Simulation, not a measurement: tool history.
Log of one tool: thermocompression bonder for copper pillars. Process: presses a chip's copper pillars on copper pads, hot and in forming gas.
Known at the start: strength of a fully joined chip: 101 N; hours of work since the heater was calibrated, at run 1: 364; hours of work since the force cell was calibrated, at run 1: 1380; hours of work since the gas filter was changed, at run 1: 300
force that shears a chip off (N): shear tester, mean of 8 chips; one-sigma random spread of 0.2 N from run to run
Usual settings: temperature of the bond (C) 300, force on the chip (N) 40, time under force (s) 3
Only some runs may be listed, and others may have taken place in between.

run     day  temperature of the bond (C)  force on the chip (N)  time under force (s)  hours of work since the heater was calibrated  hours of work since the force cell was calibrated  hours of work since the gas filter was changed  force that shears a chip off (N)
  1   0.000                          300                     40                     3                                            364                                               1380                                             300                              56.6
  2   1.046                          300                     40                     3                                            379                                               1396                                             315                              56.9
  3   3.362                          300                     40                     2                                            414                                               1431                                             350                              49.4
      4.329  -- forming gas filter changed
  4   4.712                          327                     40                     3                                            434                                               1451                                               6                              75.1
  5   7.004                          327                     40                     3                                            468                                               1485                                              40                              75.0
  6   8.229                          327                     40                     3                                            487                                               1504                                              59                              74.8
      9.729  -- heater calibrated with a thermocouple chip
  7   9.754                          327                     40                     3                                              0                                               1525                                              80                              74.9
  8  11.412                          289                     31                     2                                             25                                               1550                                             105                              35.1
  9  13.842                          289                     31                     2                                             62                                               1587                                             142                              34.8
 10  16.325                          300                     40                     4                                             99                                               1624                                             179                              61.5
 11  17.854                          312                     40                     3                                            122                                               1647                                             202                              63.9
 12  20.338                          312                     40                     3                                            159                                               1684                                             239                              64.2

Here are 3 independent what-if runs from the current tool condition. What would each one return?
     21.638  -- force cell calibrated
  A  22.454                          314                     40                     4                                            190                                                 12                                             270                                 ?
     21.638  -- force cell calibrated
  B  22.454                          300                     40                     4                                            190                                                 12                                             270                                 ?
     21.638  -- force cell calibrated
  C  22.454                          312                     40                     3                                            190                                                 12                                             270                                 ?

run  force that shears a chip off (N)
  A                              70.8
  B                              61.2
  C                              63.9
What these runs would have given with no unlogged condition in the tool:
run  force that shears a chip off (N)
  A                              71.9
  B                              62.3
  C                              64.9
